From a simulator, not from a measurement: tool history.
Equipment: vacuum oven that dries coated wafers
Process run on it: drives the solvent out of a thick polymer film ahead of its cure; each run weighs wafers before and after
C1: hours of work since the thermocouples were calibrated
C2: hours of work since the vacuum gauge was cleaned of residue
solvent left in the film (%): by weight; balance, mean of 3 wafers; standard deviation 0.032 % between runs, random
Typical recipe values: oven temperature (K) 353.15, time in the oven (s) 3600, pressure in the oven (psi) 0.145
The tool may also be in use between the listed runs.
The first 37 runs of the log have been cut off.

run 38 hour=560.4 | oven_temperature_(K)=350.15 time_in_the_oven_(s)=3240 pressure_in_the_oven_(psi)=0.126 | C1=121 C2=81 | solvent_left_in_the_film_(%)=2.37
run 39 hour=572.3 | oven_temperature_(K)=350.15 time_in_the_oven_(s)=3240 pressure_in_the_oven_(psi)=0.126 | C1=128 C2=88 | solvent_left_in_the_film_(%)=2.37
run 40 hour=591.3 | oven_temperature_(K)=357.15 time_in_the_oven_(s)=3120 pressure_in_the_oven_(psi)=0.083 | C1=139 C2=99 | solvent_left_in_the_film_(%)=0.99
run 41 hour=606.4 | oven_temperature_(K)=343.15 time_in_the_oven_(s)=3600 pressure_in_the_oven_(psi)=0.313 | C1=148 C2=108 | solvent_left_in_the_film_(%)=4.99
run 42 hour=617.2 | oven_temperature_(K)=343.15 time_in_the_oven_(s)=3600 pressure_in_the_oven_(psi)=0.313 | C1=154 C2=114 | solvent_left_in_the_film_(%)=5.02
run 43 hour=632.5 | oven_temperature_(K)=365.15 time_in_the_oven_(s)=5940 pressure_in_the_oven_(psi)=0.099 | C1=163 C2=123 | solvent_left_in_the_film_(%)=0.27
run 44 hour=644.5 | oven_temperature_(K)=344.15 time_in_the_oven_(s)=5760 pressure_in_the_oven_(psi)=0.155 | C1=170 C2=130 | solvent_left_in_the_film_(%)=2.06
run 45 hour=660.9 | oven_temperature_(K)=358.15 time_in_the_oven_(s)=3600 pressure_in_the_oven_(psi)=0.139 | C1=180 C2=140 | solvent_left_in_the_film_(%)=0.81
run 46 hour=676.6 | oven_temperature_(K)=350.15 time_in_the_oven_(s)=1980 pressure_in_the_oven_(psi)=0.171 | C1=189 C2=149 | solvent_left_in_the_film_(%)=4.85

4 options for the next run, each taken on its own from the tool as it stands now. Forecast them:
run A hour=687.9 | oven_temperature_(K)=340.15 time_in_the_oven_(s)=5820 pressure_in_the_oven_(psi)=0.171 | C1=196 C2=155 | solvent_left_in_the_film_(%)=?
run B hour=687.9 | oven_temperature_(K)=350.15 time_in_the_oven_(s)=4500 pressure_in_the_oven_(psi)=0.171 | C1=196 C2=155 | solvent_left_in_the_film_(%)=?
run C hour=687.9 | oven_temperature_(K)=357.15 time_in_the_oven_(s)=2100 pressure_in_the_oven_(psi)=0.251 | C1=196 C2=155 | solvent_left_in_the_film_(%)=?
run D hour=687.9 | oven_temperature_(K)=342.15 time_in_the_oven_(s)=1980 pressure_in_the_oven_(psi)=0.158 | C1=196 C2=155 | solvent_left_in_the_film_(%)=?

run=A solvent_left_in_the_film_(%)=3.14
run=B solvent_left_in_the_film_(%)=1.63
run=C solvent_left_in_the_film_(%)=2.68
run=D solvent_left_in_the_film_(%)=7.54
Without the tool's unlogged condition, the same runs would have read:
run=A solvent_left_in_the_film_(%)=3.04
run=B solvent_left_in_the_film_(%)=1.56
run=C solvent_left_in_the_film_(%)=2.63
run=D solvent_left_in_the_film_(%)=7.47
